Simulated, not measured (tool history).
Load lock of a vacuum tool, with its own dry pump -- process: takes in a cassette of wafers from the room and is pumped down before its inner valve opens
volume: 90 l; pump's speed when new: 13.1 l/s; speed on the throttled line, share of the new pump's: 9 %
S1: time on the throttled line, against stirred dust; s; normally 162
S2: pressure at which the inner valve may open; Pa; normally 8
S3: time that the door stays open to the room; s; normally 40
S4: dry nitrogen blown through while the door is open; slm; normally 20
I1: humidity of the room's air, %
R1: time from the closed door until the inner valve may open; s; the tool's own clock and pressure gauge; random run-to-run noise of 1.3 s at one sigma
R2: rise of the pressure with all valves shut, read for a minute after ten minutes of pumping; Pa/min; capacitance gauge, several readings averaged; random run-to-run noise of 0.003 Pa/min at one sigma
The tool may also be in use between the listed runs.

Run 1, day 0.000: usual settings; I1 48.0. Result: R1 219.0 s, R2 0.116 Pa/min.
Run 2, day 4.396: usual settings; I1 43.1. Result: R1 216.7 s, R2 0.111 Pa/min.
Run 3, day 10.129: usual settings; I1 44.8. Result: R1 219.2 s, R2 0.120 Pa/min.
Run 4, day 14.575: usual settings; I1 43.9. Result: R1 215.8 s, R2 0.119 Pa/min.
Run 5, day 18.329: usual settings but S2 14 Pa; I1 43.9. Result: R1 213.8 s, R2 0.121 Pa/min.
Run 6, day 24.900: usual settings but S4 16 slm; I1 44.9. Result: R1 217.4 s, R2 0.127 Pa/min.
Run 7, day 30.558: usual settings; I1 44.5. Result: R1 216.0 s, R2 0.129 Pa/min.
Run 8, day 34.450: usual settings; I1 45.2. Result: R1 217.3 s, R2 0.132 Pa/min.
Run 9, day 38.892: usual settings; I1 42.6. Result: R1 216.4 s, R2 0.132 Pa/min.
Run 10, day 42.746: usual settings; I1 47.4. Result: R1 218.6 s, R2 0.136 Pa/min.
Run 11, day 46.846: usual settings; I1 44.9. Result: R1 218.0 s, R2 0.131 Pa/min.
Run 12, day 51.329: usual settings but S2 10 Pa, S4 14 slm; I1 45.3. Result: R1 214.4 s, R2 0.139 Pa/min.
Run 13, day 57.717: usual settings but S2 10 Pa, S4 14 slm; I1 43.3. Result: R1 214.7 s, R2 0.139 Pa/min.
Run 14, day 62.083: usual settings but S1 118 s, S2 10 Pa, S4 40 slm; I1 44.8. Result: R1 177.3 s, R2 0.130 Pa/min.
Run 15, day 66.742: usual settings but S1 255 s, S3 205 s; I1 45.1. Result: R1 301.3 s, R2 0.182 Pa/min.
Run 16, day 72.133: usual settings but S2 7 Pa, S4 4 slm; I1 47.8. Result: R1 217.7 s, R2 0.160 Pa/min.
Run 17, day 76.117: usual settings but S2 12 Pa, S3 95 s, S4 11 slm; I1 44.3. Result: R1 212.9 s, R2 0.172 Pa/min.

Consider 3 possible next runs. They are alternatives, not a sequence: every one starts from the tool as it was left by run 17. What does each give?
Run A, day 80.379: usual settings but S2 9 Pa; I1 44.7. Result: R1 ?, R2 ?.
Run B, day 80.379: usual settings but S1 169 s, S2 12 Pa, S3 95 s, S4 11 slm; I1 45.0. Result: R1 ?, R2 ?.
Run C, day 80.379: usual settings but S1 218 s, S2 12 Pa, S3 95 s, S4 6 slm; I1 45.9. Result: R1 ?, R2 ?.

run     R1     R2
  A  217.5  0.151
  B  219.7  0.175
  C  270.0  0.175
What these runs would have given with no unlogged condition in the tool:
run     R1     R2
  A  211.7  0.022
  B  214.4  0.048
  C  265.0  0.049
